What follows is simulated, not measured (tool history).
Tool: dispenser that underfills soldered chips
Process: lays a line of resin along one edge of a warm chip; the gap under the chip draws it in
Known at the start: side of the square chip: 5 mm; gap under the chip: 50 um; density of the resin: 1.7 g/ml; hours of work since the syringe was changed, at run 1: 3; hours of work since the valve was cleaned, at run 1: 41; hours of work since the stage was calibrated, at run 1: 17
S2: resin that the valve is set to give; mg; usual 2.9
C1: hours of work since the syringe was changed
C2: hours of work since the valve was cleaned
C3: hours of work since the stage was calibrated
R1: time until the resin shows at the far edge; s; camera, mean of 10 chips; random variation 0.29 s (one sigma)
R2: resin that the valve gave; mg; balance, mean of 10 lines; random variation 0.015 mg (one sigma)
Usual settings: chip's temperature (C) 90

{"run": 1, "hour": 0.0, "chip's temperature (C)": 90, "S2": 2.9, "C1": 3, "C2": 41, "C3": 17, "R1": 15, "R2": 2.83}
{"run": 2, "hour": 2.6, "chip's temperature (C)": 90, "S2": 3.44, "C1": 5, "C2": 43, "C3": 19, "R1": 15.6, "R2": 3.33}
{"hour": 5.4, "done": "new syringe of resin"}
{"run": 3, "hour": 6.3, "chip's temperature (C)": 90, "S2": 3.44, "C1": 1, "C2": 46, "C3": 22, "R1": 13.7, "R2": 3.36}
{"run": 4, "hour": 9.0, "chip's temperature (C)": 90, "S2": 3.44, "C1": 3, "C2": 48, "C3": 24, "R1": 13.9, "R2": 3.34}
{"run": 5, "hour": 12.8, "chip's temperature (C)": 90, "S2": 2.9, "C1": 5, "C2": 50, "C3": 26, "R1": 16.9, "R2": 2.81}
{"hour": 14.5, "done": "new syringe of resin"}
{"run": 6, "hour": 17.6, "chip's temperature (C)": 90, "S2": 2.9, "C1": 2, "C2": 54, "C3": 30, "R1": 14.4, "R2": 2.84}
{"run": 7, "hour": 20.0, "chip's temperature (C)": 90, "S2": 2.9, "C1": 4, "C2": 55, "C3": 31, "R1": 14.8, "R2": 2.81}
{"hour": 23.8, "done": "new syringe of resin"}
{"run": 8, "hour": 23.8, "chip's temperature (C)": 90, "S2": 2.9, "C1": 0, "C2": 58, "C3": 34, "R1": 13.2, "R2": 2.79}
{"run": 9, "hour": 27.5, "chip's temperature (C)": 90, "S2": 3.04, "C1": 3, "C2": 61, "C3": 37, "R1": 15.1, "R2": 2.91}
{"run": 10, "hour": 32.3, "chip's temperature (C)": 90, "S2": 3.04, "C1": 6, "C2": 64, "C3": 40, "R1": 16.6, "R2": 2.93}
{"hour": 32.9, "done": "new syringe of resin"}
{"run": 11, "hour": 35.2, "chip's temperature (C)": 90, "S2": 3.04, "C1": 2, "C2": 66, "C3": 42, "R1": 14.2, "R2": 2.94}
{"run": 12, "hour": 38.4, "chip's temperature (C)": 90, "S2": 3.04, "C1": 4, "C2": 68, "C3": 44, "R1": 15.3, "R2": 2.92}
{"hour": 42.0, "done": "new syringe of resin"}
{"run": 13, "hour": 43.8, "chip's temperature (C)": 90, "S2": 2.9, "C1": 1, "C2": 72, "C3": 48, "R1": 13.9, "R2": 2.79}
{"run": 14, "hour": 46.2, "chip's temperature (C)": 80, "S2": 3.78, "C1": 3, "C2": 74, "C3": 50, "R1": 18.8, "R2": 3.6}
{"run": 15, "hour": 49.7, "chip's temperature (C)": 103, "S2": 3.11, "C1": 6, "C2": 76, "C3": 52, "R1": 11.8, "R2": 2.95}
{"hour": 51.3, "done": "new syringe of resin"}
{"run": 16, "hour": 54.9, "chip's temperature (C)": 79, "S2": 2.63, "C1": 3, "C2": 80, "C3": 56, "R1": 21.2, "R2": 2.47}
{"run": 17, "hour": 59.9, "chip's temperature (C)": 79, "S2": 3.2, "C1": 6, "C2": 83, "C3": 59, "R1": 23.4, "R2": 3.01}
{"hour": 60.6, "done": "new syringe of resin"}
{"run": 18, "hour": 64.1, "chip's temperature (C)": 81, "S2": 2.79, "C1": 3, "C2": 86, "C3": 62, "R1": 19.4, "R2": 2.64}
{"run": 19, "hour": 66.3, "chip's temperature (C)": 79, "S2": 3.57, "C1": 4, "C2": 88, "C3": 64, "R1": 20.2, "R2": 3.38}
{"hour": 69.7, "done": "new syringe of resin"}
{"run": 20, "hour": 71.4, "chip's temperature (C)": 76, "S2": 3.38, "C1": 1, "C2": 91, "C3": 67, "R1": 19.8, "R2": 3.21}
{"run": 21, "hour": 76.2, "chip's temperature (C)": 76, "S2": 3.38, "C1": 5, "C2": 95, "C3": 71, "R1": 23.1, "R2": 3.17}
{"run": 22, "hour": 78.4, "chip's temperature (C)": 79, "S2": 3.7, "C1": 6, "C2": 96, "C3": 72, "R1": 21.8, "R2": 3.49}
{"hour": 79.2, "done": "new syringe of resin"}
{"run": 23, "hour": 81.8, "chip's temperature (C)": 79, "S2": 2.96, "C1": 2, "C2": 98, "C3": 74, "R1": 19.2, "R2": 2.81}
{"run": 24, "hour": 86.7, "chip's temperature (C)": 92, "S2": 3.45, "C1": 5, "C2": 102, "C3": 78, "R1": 15.2, "R2": 3.24}
{"hour": 88.5, "done": "new syringe of resin"}
{"run": 25, "hour": 92.2, "chip's temperature (C)": 86, "S2": 3.2, "C1": 3, "C2": 106, "C3": 82, "R1": 16.4, "R2": 2.99}
{"run": 26, "hour": 96.0, "chip's temperature (C)": 86, "S2": 3.2, "C1": 5, "C2": 109, "C3": 85, "R1": 17.8, "R2": 3}

5 ways to go on from here, each from the tool as it stands after run 26. What would each give?
{"hour": 97.7, "done": "new syringe of resin"}
{"run": "A", "hour": 99.7, "chip's temperature (C)": 79, "S2": 2.99, "C1": 1, "C2": 111, "C3": 87, "R1": "?", "R2": "?"}
{"hour": 97.7, "done": "new syringe of resin"}
{"run": "B", "hour": 99.7, "chip's temperature (C)": 96, "S2": 3.2, "C1": 1, "C2": 111, "C3": 87, "R1": "?", "R2": "?"}
{"hour": 97.7, "done": "new syringe of resin"}
{"run": "C", "hour": 99.7, "chip's temperature (C)": 78, "S2": 2.69, "C1": 1, "C2": 111, "C3": 87, "R1": "?", "R2": "?"}
{"hour": 97.7, "done": "new syringe of resin"}
{"run": "D", "hour": 99.7, "chip's temperature (C)": 99, "S2": 3.42, "C1": 1, "C2": 111, "C3": 87, "R1": "?", "R2": "?"}
{"hour": 97.7, "done": "new syringe of resin"}
{"run": "E", "hour": 99.7, "chip's temperature (C)": 86, "S2": 3.66, "C1": 1, "C2": 111, "C3": 87, "R1": "?", "R2": "?"}

run=A R1=19.1 R2=2.75
run=B R1=11.8 R2=2.97
run=C R1=20.6 R2=2.52
run=D R1=11.3 R2=3.19
run=E R1=15.5 R2=3.43
Without the tool's hidden state the same runs would have given:
run=A R1=17.7 R2=2.96
run=B R1=10.9 R2=3.18
run=C R1=18.9 R2=2.71
run=D R1=10.5 R2=3.42
run=E R1=14.5 R2=3.68
